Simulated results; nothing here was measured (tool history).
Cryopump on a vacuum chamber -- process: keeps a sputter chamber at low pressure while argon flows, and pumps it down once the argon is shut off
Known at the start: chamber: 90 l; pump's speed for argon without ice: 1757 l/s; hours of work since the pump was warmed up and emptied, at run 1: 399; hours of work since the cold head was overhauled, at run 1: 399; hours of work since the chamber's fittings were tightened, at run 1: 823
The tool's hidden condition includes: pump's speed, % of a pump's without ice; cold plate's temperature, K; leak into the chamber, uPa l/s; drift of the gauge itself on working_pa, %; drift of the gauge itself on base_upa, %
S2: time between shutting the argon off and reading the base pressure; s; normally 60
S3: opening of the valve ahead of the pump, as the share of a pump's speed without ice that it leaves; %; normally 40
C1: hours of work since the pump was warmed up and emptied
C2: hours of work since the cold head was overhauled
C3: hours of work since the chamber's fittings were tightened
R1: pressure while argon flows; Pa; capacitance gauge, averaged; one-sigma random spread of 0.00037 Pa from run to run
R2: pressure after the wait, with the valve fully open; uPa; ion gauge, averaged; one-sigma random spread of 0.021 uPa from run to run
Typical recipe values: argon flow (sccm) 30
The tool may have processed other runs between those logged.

Run 1, day 0: usual settings; C1 399; C2 399; C3 823. Result: R1 0.0737 Pa, R2 0.93 uPa.
Run 2, day 0.842: usual settings; C1 415; C2 415; C3 839. Result: R1 0.0747 Pa, R2 1.03 uPa.
Run 3, day 1.788: usual settings; C1 433; C2 433; C3 857. Result: R1 0.0749 Pa, R2 1.03 uPa.
Run 4, day 2.646: usual settings but S2 81 s; C1 449; C2 449; C3 873. Result: R1 0.0745 Pa, R2 0.91 uPa.
Run 5, day 4.471: usual settings but S2 81 s; C1 483; C2 483; C3 908. Result: R1 0.0754 Pa, R2 0.95 uPa.
Run 6, day 6.275: usual settings; C1 518; C2 518; C3 942. Result: R1 0.0748 Pa, R2 1.08 uPa.
Run 7, day 8.071: usual settings; C1 552; C2 552; C3 976. Result: R1 0.0758 Pa, R2 1.14 uPa.
Run 8, day 9.083: usual settings; C1 571; C2 571; C3 995. Result: R1 0.075 Pa, R2 1.12 uPa.
Run 9, day 10.392: usual settings; C1 595; C2 595; C3 1019. Result: R1 0.0754 Pa, R2 1.13 uPa.
Run 10, day 11.792: usual settings but S2 29 s; C1 622; C2 622; C3 1046. Result: R1 0.0756 Pa, R2 1.49 uPa.
Run 11, day 12.546: usual settings but S2 102 s; C1 636; C2 636; C3 1060. Result: R1 0.0757 Pa, R2 1.02 uPa.
Run 12, day 14.346: usual settings; C1 670; C2 670; C3 1094. Result: R1 0.0762 Pa, R2 1.19 uPa.
Run 13, day 15.508: usual settings; C1 692; C2 692; C3 1116. Result: R1 0.0753 Pa, R2 1.17 uPa.
Run 14, day 17.021: usual settings; C1 721; C2 721; C3 1145. Result: R1 0.0765 Pa, R2 1.14 uPa.
Run 15, day 18.875: usual settings; C1 756; C2 756; C3 1180. Result: R1 0.0771 Pa, R2 1.25 uPa.
Run 16, day 19.908: usual settings; C1 775; C2 775; C3 1200. Result: R1 0.0767 Pa, R2 1.24 uPa.
Run 17, day 21.421: usual settings; C1 804; C2 804; C3 1228. Result: R1 0.0766 Pa, R2 1.28 uPa.
Run 18, day 23.271: usual settings but S2 52 s; C1 839; C2 839; C3 1263. Result: R1 0.0777 Pa, R2 1.36 uPa.
Run 19, day 24.038: usual settings but argon flow (sccm) 23, S2 259 s, S3 16 %; C1 853; C2 853; C3 1278. Result: R1 0.1418 Pa, R2 1.01 uPa.
At day 25.112: pump warmed up, emptied and cooled again.
Run 20, day 25.708: usual settings but argon flow (sccm) 33, S2 150 s; C1 11; C2 881; C3 1305. Result: R1 0.0796 Pa, R2 0.97 uPa.
Run 21, day 26.558: usual settings but S2 23 s, S3 57 %; C1 27; C2 897; C3 1321. Result: R1 0.0511 Pa, R2 1.73 uPa.
Run 22, day 27.312: usual settings but S2 23 s, S3 34 %; C1 42; C2 911; C3 1336. Result: R1 0.0857 Pa, R2 1.76 uPa.
Run 23, day 28.812: usual settings but argon flow (sccm) 17, S3 20 %; C1 70; C2 940; C3 1364. Result: R1 0.0823 Pa, R2 1.27 uPa.
Run 24, day 30.229: usual settings but argon flow (sccm) 19; C1 97; C2 967; C3 1391. Result: R1 0.0465 Pa, R2 1.26 uPa.
Run 25, day 32.029: usual settings but argon flow (sccm) 19, S2 71 s, S3 23 %; C1 131; C2 1001; C3 1425. Result: R1 0.0798 Pa, R2 1.25 uPa.
Run 26, day 33.762: usual settings but argon flow (sccm) 48, S2 163 s, S3 19 %; C1 164; C2 1033; C3 1458. Result: R1 0.2449 Pa, R2 1.09 uPa.
Run 27, day 35.442: usual settings but S2 40 s, S3 56 %; C1 195; C2 1065; C3 1489. Result: R1 0.053 Pa, R2 1.44 uPa.
Run 28, day 37.154: usual settings but S2 65 s; C1 228; C2 1098; C3 1522. Result: R1 0.0738 Pa, R2 1.34 uPa.
Run 29, day 38.65: usual settings but argon flow (sccm) 23, S2 234 s; C1 256; C2 1126; C3 1550. Result: R1 0.0566 Pa, R2 1.06 uPa.
At day 38.938: leaking fittings of the chamber tightened, without venting.
Run 30, day 40.246: usual settings but argon flow (sccm) 23, S2 234 s; C1 285; C2 1155; C3 25. Result: R1 0.057 Pa, R2 0.28 uPa.
Run 31, day 41.708: usual settings but argon flow (sccm) 23, S2 234 s; C1 312; C2 1182; C3 52. Result: R1 0.0573 Pa, R2 0.29 uPa.
Run 32, day 43.362: usual settings but argon flow (sccm) 29, S2 101 s; C1 344; C2 1213; C3 84. Result: R1 0.0715 Pa, R2 0.44 uPa.
Run 33, day 44.808: usual settings but argon flow (sccm) 44; C1 371; C2 1241; C3 111. Result: R1 0.1101 Pa, R2 0.6 uPa.
Run 34, day 46.25: usual settings but argon flow (sccm) 44; C1 398; C2 1268; C3 138. Result: R1 0.1097 Pa, R2 0.61 uPa.
Run 35, day 47.229: usual settings but S2 47 s, S3 57 %; C1 417; C2 1287; C3 157. Result: R1 0.0535 Pa, R2 0.69 uPa.

For each run, the measured value with the value that run would have given without the tool's hidden condition subtracted. The run-to-run variation is shared by both, the gauge scatter possibly not:
run       R1     R2
  1  +0.0022  +0.47
  2  +0.0023   +0.5
  3  +0.0024  +0.51
  4  +0.0025  +0.52
  5  +0.0026  +0.55
  6  +0.0029  +0.57
  7  +0.0031  +0.58
  8  +0.0032   +0.6
  9  +0.0034  +0.63
 10  +0.0035  +0.63
 11  +0.0036  +0.63
 12  +0.0038  +0.67
 13  +0.0039   +0.7
 14   +0.004  +0.69
 15  +0.0043  +0.73
 16  +0.0045  +0.73
 17  +0.0046  +0.78
 18  +0.0049  +0.79
 19  +0.0038  +0.79
 20  +0.0007  +0.68
 21  +0.0007  +0.71
 22  +0.0008  +0.71
 23  +0.0006  +0.74
 24  +0.0007  +0.75
 25  +0.0008  +0.78
 26  +0.0023   +0.8
 27  +0.0016   +0.8
 28  +0.0018  +0.83
 29  +0.0014  +0.86
 30  +0.0016  +0.03
 31  +0.0018  +0.05
 32  +0.0023  +0.07
 33  +0.0038  +0.09
 34   +0.004  +0.11
 35  +0.0029  +0.11
